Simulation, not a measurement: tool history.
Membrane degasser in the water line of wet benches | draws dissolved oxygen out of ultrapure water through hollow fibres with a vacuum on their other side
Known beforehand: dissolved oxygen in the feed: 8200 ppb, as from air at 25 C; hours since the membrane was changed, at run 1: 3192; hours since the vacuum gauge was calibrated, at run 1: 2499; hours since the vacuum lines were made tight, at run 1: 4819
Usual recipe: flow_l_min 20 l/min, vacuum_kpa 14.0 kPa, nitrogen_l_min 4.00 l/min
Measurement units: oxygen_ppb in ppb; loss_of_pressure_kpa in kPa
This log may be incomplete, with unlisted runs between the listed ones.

run	hour	flow_l_min	vacuum_kpa	nitrogen_l_min	hours since the membrane was changed	hours since the vacuum gauge was calibrated	hours since the vacuum lines were made tight	oxygen_ppb	loss_of_pressure_kpa
1	0.0	20	14.0	4.00	3192	2499	4819	135.2	44.92
2	94.2	20	14.0	4.00	3286	2593	4914	134.2	44.67
3	170.8	20	14.0	2.60	3363	2670	4990	202.0	44.75
4	290.7	20	14.0	2.60	3483	2790	5110	200.6	45.06
5	361.8	16	14.0	4.00	3554	2861	5181	108.2	35.71
6	416.8	16	14.0	4.00	3609	2916	5236	108.4	36.19
7	483.0	16	14.0	4.00	3675	2982	5302	109.1	35.82
# hour 491.7: vacuum gauge calibrated
8	550.8	27	9.5	4.00	3742	59	5370	119.7	60.61
9	642.9	14	25.3	4.00	3835	151	5462	193.8	31.41
10	726.5	14	25.3	4.00	3918	235	5545	192.0	31.66
11	796.0	19	17.4	6.73	3988	304	5615	102.7	43.14
12	906.2	29	15.1	11.65	4098	414	5725	96.3	65.14
13	971.4	29	15.1	11.65	4163	480	5790	95.9	65.48
14	1037.7	29	12.1	5.41	4229	546	5857	139.5	65.56

Predict each of these 4 candidate next runs independently; none follows another, all start after run 14:
# hour 1135.4: vacuum gauge calibrated, once more
A	1154.9	19	22.5	6.13	4346	20	5973	?	?
# hour 1135.4: vacuum gauge calibrated, once more
B	1154.9	23	10.3	2.45	4346	20	5973	?	?
# hour 1135.4: vacuum gauge calibrated, once more
C	1154.9	14	12.1	10.23	4346	20	5973	?	?
# hour 1135.4: vacuum gauge calibrated, once more
D	1154.9	20	22.5	7.43	4346	20	5973	?	?

run	oxygen_ppb	loss_of_pressure_kpa
A	149.7	42.87
B	162.2	51.85
C	31.1	31.69
D	130.9	45.05
Take away the tool's hidden state, keep each run's random variation, and the runs would have read:
run	oxygen_ppb	loss_of_pressure_kpa
A	146.7	42.14
B	160.1	50.98
C	30.3	31.16
D	128.3	44.29
